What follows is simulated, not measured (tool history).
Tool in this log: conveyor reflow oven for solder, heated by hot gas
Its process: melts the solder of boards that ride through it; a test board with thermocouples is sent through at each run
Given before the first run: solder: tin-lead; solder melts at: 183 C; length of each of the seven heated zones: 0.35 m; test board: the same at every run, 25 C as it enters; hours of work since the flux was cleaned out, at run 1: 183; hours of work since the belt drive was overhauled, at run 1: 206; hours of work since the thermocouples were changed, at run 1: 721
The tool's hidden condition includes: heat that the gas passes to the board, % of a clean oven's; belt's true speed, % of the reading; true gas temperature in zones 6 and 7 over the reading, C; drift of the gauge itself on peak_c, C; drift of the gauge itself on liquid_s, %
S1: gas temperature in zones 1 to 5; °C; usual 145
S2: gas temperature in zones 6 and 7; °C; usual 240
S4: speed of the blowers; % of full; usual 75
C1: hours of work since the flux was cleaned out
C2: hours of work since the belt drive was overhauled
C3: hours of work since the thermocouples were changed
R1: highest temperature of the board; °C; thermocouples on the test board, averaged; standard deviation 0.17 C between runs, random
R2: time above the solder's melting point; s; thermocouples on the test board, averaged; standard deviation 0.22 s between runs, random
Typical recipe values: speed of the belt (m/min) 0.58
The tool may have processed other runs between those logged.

run 1 hour=0 | S1=145 S2=240 speed_of_the_belt_(m/min)=0.58 S4=75 | C1=183 C2=206 C3=721 | R1=217.9 R2=56.2
run 2 hour=15.3 | S1=145 S2=248 speed_of_the_belt_(m/min)=0.58 S4=75 | C1=189 C2=213 C3=727 | R1=224.7 R2=60.6
run 3 hour=24.8 | S1=145 S2=248 speed_of_the_belt_(m/min)=0.58 S4=75 | C1=193 C2=217 C3=731 | R1=224.2 R2=60.7
run 4 hour=39.1 | S1=145 S2=248 speed_of_the_belt_(m/min)=0.58 S4=75 | C1=199 C2=223 C3=737 | R1=224.8 R2=60.7
run 5 hour=47 | S1=145 S2=240 speed_of_the_belt_(m/min)=0.58 S4=75 | C1=202 C2=226 C3=741 | R1=217.9 R2=56
run 6 hour=59.4 | S1=145 S2=240 speed_of_the_belt_(m/min)=0.58 S4=75 | C1=207 C2=231 C3=746 | R1=218.3 R2=56.1
run 7 hour=75 | S1=145 S2=240 speed_of_the_belt_(m/min)=0.58 S4=75 | C1=214 C2=238 C3=752 | R1=218.4 R2=56
run 8 hour=91.1 | S1=145 S2=240 speed_of_the_belt_(m/min)=0.58 S4=75 | C1=221 C2=244 C3=759 | R1=217.8 R2=56.5
-- hour=105 flux residue cleaned out of gas plates and filters
run 9 hour=114.7 | S1=145 S2=240 speed_of_the_belt_(m/min)=0.58 S4=75 | C1=4 C2=252 C3=767 | R1=218.1 R2=56.1
run 10 hour=124.8 | S1=145 S2=240 speed_of_the_belt_(m/min)=0.58 S4=75 | C1=8 C2=256 C3=771 | R1=217.8 R2=56.4
run 11 hour=134.3 | S1=145 S2=240 speed_of_the_belt_(m/min)=0.58 S4=75 | C1=12 C2=260 C3=775 | R1=217.9 R2=56.1
run 12 hour=153.5 | S1=145 S2=240 speed_of_the_belt_(m/min)=0.58 S4=52 | C1=20 C2=268 C3=783 | R1=212.2 R2=50.3
run 13 hour=166.9 | S1=145 S2=240 speed_of_the_belt_(m/min)=0.58 S4=75 | C1=26 C2=274 C3=789 | R1=218.2 R2=56.1
run 14 hour=186.3 | S1=145 S2=238 speed_of_the_belt_(m/min)=0.58 S4=75 | C1=34 C2=282 C3=797 | R1=216.5 R2=55.3
run 15 hour=201.8 | S1=145 S2=232 speed_of_the_belt_(m/min)=0.58 S4=75 | C1=40 C2=289 C3=803 | R1=211.6 R2=51.1
run 16 hour=220 | S1=145 S2=239 speed_of_the_belt_(m/min)=0.58 S4=75 | C1=48 C2=296 C3=811 | R1=217.3 R2=55.8
run 17 hour=236.4 | S1=148 S2=239 speed_of_the_belt_(m/min)=0.58 S4=75 | C1=55 C2=303 C3=817 | R1=217.8 R2=57.3
run 18 hour=255.4 | S1=158 S2=230 speed_of_the_belt_(m/min)=0.58 S4=75 | C1=63 C2=311 C3=825 | R1=213 R2=58.3
run 19 hour=271.2 | S1=158 S2=230 speed_of_the_belt_(m/min)=0.58 S4=75 | C1=69 C2=317 C3=832 | R1=213.3 R2=57.8
run 20 hour=279.7 | S1=158 S2=230 speed_of_the_belt_(m/min)=0.58 S4=75 | C1=73 C2=321 C3=836 | R1=212.9 R2=58.1
run 21 hour=290.2 | S1=132 S2=242 speed_of_the_belt_(m/min)=0.58 S4=71 | C1=77 C2=325 C3=840 | R1=215.7 R2=50.1
run 22 hour=308.6 | S1=132 S2=242 speed_of_the_belt_(m/min)=0.58 S4=71 | C1=85 C2=333 C3=848 | R1=215.6 R2=49.7
run 23 hour=321.4 | S1=156 S2=248 speed_of_the_belt_(m/min)=0.53 S4=75 | C1=90 C2=338 C3=853 | R1=229.9 R2=74.4
run 24 hour=332.3 | S1=145 S2=239 speed_of_the_belt_(m/min)=0.58 S4=67 | C1=95 C2=343 C3=857 | R1=215.6 R2=53.9
run 25 hour=340.6 | S1=144 S2=240 speed_of_the_belt_(m/min)=0.49 S4=65 | C1=98 C2=346 C3=861 | R1=221.6 R2=69.9
run 26 hour=352.8 | S1=131 S2=253 speed_of_the_belt_(m/min)=0.504 S4=84 | C1=103 C2=351 C3=866 | R1=233.2 R2=70.9
run 27 hour=362 | S1=131 S2=245 speed_of_the_belt_(m/min)=0.678 S4=84 | C1=107 C2=355 C3=870 | R1=214.4 R2=40.6
run 28 hour=376.6 | S1=131 S2=245 speed_of_the_belt_(m/min)=0.59 S4=84 | C1=113 C2=361 C3=876 | R1=220.4 R2=52.2
run 29 hour=393.7 | S1=151 S2=240 speed_of_the_belt_(m/min)=0.594 S4=80 | C1=120 C2=369 C3=883 | R1=219.4 R2=58.2
run 30 hour=412.3 | S1=138 S2=240 speed_of_the_belt_(m/min)=0.594 S4=80 | C1=128 C2=376 C3=891 | R1=216.8 R2=51.4
run 31 hour=425.3 | S1=138 S2=240 speed_of_the_belt_(m/min)=0.594 S4=80 | C1=134 C2=382 C3=896 | R1=216.7 R2=51.1
run 32 hour=434.7 | S1=138 S2=240 speed_of_the_belt_(m/min)=0.594 S4=80 | C1=137 C2=386 C3=900 | R1=216.3 R2=51.3

For each entry between runs, how does the tool's hidden state at the last listed run before it compare with that at the first listed run after it?
After run 8, before run 9: flux residue cleaned out of gas plates and filters (hour 105)
  heat that the gas passes to the board, % of a clean oven's: 99.9 -> 100
